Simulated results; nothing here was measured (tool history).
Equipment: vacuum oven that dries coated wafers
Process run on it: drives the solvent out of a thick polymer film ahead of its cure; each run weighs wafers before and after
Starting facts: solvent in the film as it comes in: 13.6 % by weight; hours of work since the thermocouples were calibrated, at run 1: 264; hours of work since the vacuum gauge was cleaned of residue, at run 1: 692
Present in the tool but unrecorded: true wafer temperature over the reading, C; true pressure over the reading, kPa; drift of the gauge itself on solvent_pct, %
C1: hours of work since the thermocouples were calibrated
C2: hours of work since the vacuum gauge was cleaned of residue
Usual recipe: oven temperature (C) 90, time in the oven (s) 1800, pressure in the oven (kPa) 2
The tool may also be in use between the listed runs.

Run 1, hour 0: usual settings; C1 264; C2 692. Result: solvent left in the film (%) 4.73.
Run 2, hour 59.2: usual settings; C1 297; C2 725. Result: solvent left in the film (%) 4.77.
Run 3, hour 164.6: usual settings but oven temperature (C) 92; C1 355; C2 783. Result: solvent left in the film (%) 4.32.
Run 4, hour 278.5: usual settings but pressure in the oven (kPa) 3.64; C1 417; C2 845. Result: solvent left in the film (%) 7.75.
Run 5, hour 340.3: usual settings but oven temperature (C) 82; C1 451; C2 879. Result: solvent left in the film (%) 7.14.
At hour 347: vacuum gauge cleaned of residue and calibrated.
Run 6, hour 449.9: usual settings but oven temperature (C) 82, time in the oven (s) 1680, pressure in the oven (kPa) 6.62; C1 510; C2 57. Result: solvent left in the film (%) 13.89.
Run 7, hour 534.6: usual settings but oven temperature (C) 98, time in the oven (s) 1440, pressure in the oven (kPa) 1.32; C1 557; C2 103. Result: solvent left in the film (%) 2.9.
Run 8, hour 618.7: usual settings but oven temperature (C) 83, time in the oven (s) 1020, pressure in the oven (kPa) 6.68; C1 603; C2 149. Result: solvent left in the film (%) 13.71.
Run 9, hour 679: usual settings but oven temperature (C) 79, time in the oven (s) 900, pressure in the oven (kPa) 1.65; C1 636; C2 182. Result: solvent left in the film (%) 9.26.
At hour 737.5: vacuum gauge cleaned of residue and calibrated, once more.
Run 10, hour 771.4: usual settings but oven temperature (C) 95, time in the oven (s) 900, pressure in the oven (kPa) 1.72; C1 686; C2 19. Result: solvent left in the film (%) 4.19.

Alternative continuations, all from the tool just after run 10; predict every row:
Run A, hour 882.6: usual settings but oven temperature (C) 95, time in the oven (s) 1080, pressure in the oven (kPa) 1.72; C1 747; C2 80. Result: solvent left in the film (%) ?.
Run B, hour 882.6: usual settings but oven temperature (C) 95, time in the oven (s) 1380, pressure in the oven (kPa) 1.72; C1 747; C2 80. Result: solvent left in the film (%) ?.
Run C, hour 882.6: usual settings but oven temperature (C) 101, pressure in the oven (kPa) 1.52; C1 747; C2 80. Result: solvent left in the film (%) ?.
Run D, hour 882.6: usual settings but oven temperature (C) 101, time in the oven (s) 900, pressure in the oven (kPa) 1.72; C1 747; C2 80. Result: solvent left in the film (%) ?.
Run E, hour 882.6: usual settings but oven temperature (C) 76, time in the oven (s) 2460, pressure in the oven (kPa) 5.6; C1 747; C2 80. Result: solvent left in the film (%) ?.

run  solvent left in the film (%)
  A                          3.79
  B                          3.47
  C                          2.01
  D                          2.88
  E                         13.72
Take away the tool's hidden state, keep each run's random variation, and the runs would have read:
run  solvent left in the film (%)
  A                          3.58
  B                          3.28
  C                           1.9
  D                          2.72
  E                         13.72

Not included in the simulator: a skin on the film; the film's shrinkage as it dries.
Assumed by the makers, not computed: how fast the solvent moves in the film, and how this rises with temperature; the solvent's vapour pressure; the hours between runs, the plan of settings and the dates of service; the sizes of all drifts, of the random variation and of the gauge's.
